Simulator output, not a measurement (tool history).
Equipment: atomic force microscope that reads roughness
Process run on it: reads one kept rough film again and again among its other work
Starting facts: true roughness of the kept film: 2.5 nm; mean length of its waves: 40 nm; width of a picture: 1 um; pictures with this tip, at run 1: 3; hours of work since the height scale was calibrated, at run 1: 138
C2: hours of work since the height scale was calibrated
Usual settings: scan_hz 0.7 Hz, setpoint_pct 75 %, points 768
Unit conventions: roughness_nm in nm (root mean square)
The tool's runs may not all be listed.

run 1 hour=0 | scan_hz=0.7 setpoint_pct=75 points=768 | pictures_with_this_tip=3 C2=138 | roughness_nm=2.293
run 2 hour=5.5 | scan_hz=0.7 setpoint_pct=75 points=768 | pictures_with_this_tip=11 C2=141 | roughness_nm=2.28
run 3 hour=12.8 | scan_hz=0.7 setpoint_pct=75 points=768 | pictures_with_this_tip=22 C2=144 | roughness_nm=2.273
run 4 hour=21 | scan_hz=0.7 setpoint_pct=82 points=768 | pictures_with_this_tip=33 C2=148 | roughness_nm=2.256
run 5 hour=25.7 | scan_hz=0.7 setpoint_pct=82 points=768 | pictures_with_this_tip=40 C2=150 | roughness_nm=2.227
run 6 hour=30.4 | scan_hz=0.7 setpoint_pct=75 points=758 | pictures_with_this_tip=47 C2=152 | roughness_nm=2.253
run 7 hour=36.3 | scan_hz=0.7 setpoint_pct=75 points=758 | pictures_with_this_tip=56 C2=154 | roughness_nm=2.243
run 8 hour=47.4 | scan_hz=0.7 setpoint_pct=75 points=758 | pictures_with_this_tip=72 C2=159 | roughness_nm=2.23
run 9 hour=54.8 | scan_hz=0.7 setpoint_pct=75 points=758 | pictures_with_this_tip=82 C2=163 | roughness_nm=2.216
run 10 hour=63.4 | scan_hz=0.7 setpoint_pct=75 points=319 | pictures_with_this_tip=95 C2=166 | roughness_nm=2.2
run 11 hour=72 | scan_hz=0.7 setpoint_pct=75 points=768 | pictures_with_this_tip=107 C2=170 | roughness_nm=2.209
run 12 hour=81.4 | scan_hz=0.7 setpoint_pct=75 points=768 | pictures_with_this_tip=121 C2=174 | roughness_nm=2.2
-- hour=83.1 height scale calibrated on a step standard
run 13 hour=88.7 | scan_hz=0.7 setpoint_pct=75 points=768 | pictures_with_this_tip=130 C2=2 | roughness_nm=2.191
run 14 hour=94.7 | scan_hz=1.075 setpoint_pct=75 points=768 | pictures_with_this_tip=138 C2=5 | roughness_nm=2.165
run 15 hour=103.5 | scan_hz=1.075 setpoint_pct=75 points=365 | pictures_with_this_tip=151 C2=9 | roughness_nm=2.135
run 16 hour=109.5 | scan_hz=0.899 setpoint_pct=79 points=263 | pictures_with_this_tip=160 C2=12 | roughness_nm=2.112
run 17 hour=115 | scan_hz=0.899 setpoint_pct=60 points=919 | pictures_with_this_tip=168 C2=14 | roughness_nm=2.177
run 18 hour=121.4 | scan_hz=0.947 setpoint_pct=71 points=768 | pictures_with_this_tip=177 C2=17 | roughness_nm=2.144
run 19 hour=131.2 | scan_hz=0.583 setpoint_pct=75 points=310 | pictures_with_this_tip=191 C2=21 | roughness_nm=2.135
run 20 hour=135.7 | scan_hz=0.583 setpoint_pct=75 points=310 | pictures_with_this_tip=198 C2=23 | roughness_nm=2.136
-- hour=139.7 height scale calibrated on a step standard, once more
run 21 hour=141.7 | scan_hz=0.583 setpoint_pct=75 points=310 | pictures_with_this_tip=205 C2=1 | roughness_nm=2.101
run 22 hour=148.4 | scan_hz=0.7 setpoint_pct=64 points=768 | pictures_with_this_tip=215 C2=4 | roughness_nm=2.122
-- hour=159.2 new tip fitted
run 23 hour=159.3 | scan_hz=0.7 setpoint_pct=64 points=768 | pictures_with_this_tip=0 C2=8 | roughness_nm=2.326
run 24 hour=167.1 | scan_hz=0.7 setpoint_pct=56 points=768 | pictures_with_this_tip=12 C2=12 | roughness_nm=2.319
run 25 hour=177.7 | scan_hz=0.7 setpoint_pct=56 points=768 | pictures_with_this_tip=27 C2=17 | roughness_nm=2.304

3 ways to go on from here, each from the tool as it stands after run 25. What would each give?
run A hour=185.7 | scan_hz=0.7 setpoint_pct=65 points=530 | pictures_with_this_tip=39 C2=20 | roughness_nm=?
run B hour=185.7 | scan_hz=1.202 setpoint_pct=75 points=768 | pictures_with_this_tip=39 C2=20 | roughness_nm=?
run C hour=185.7 | scan_hz=0.963 setpoint_pct=72 points=597 | pictures_with_this_tip=39 C2=20 | roughness_nm=?

run=A roughness_nm=2.297
run=B roughness_nm=2.239
run=C roughness_nm=2.236
Without the tool's unlogged condition, the same runs would have read:
run=A roughness_nm=2.341
run=B roughness_nm=2.282
run=C roughness_nm=2.279
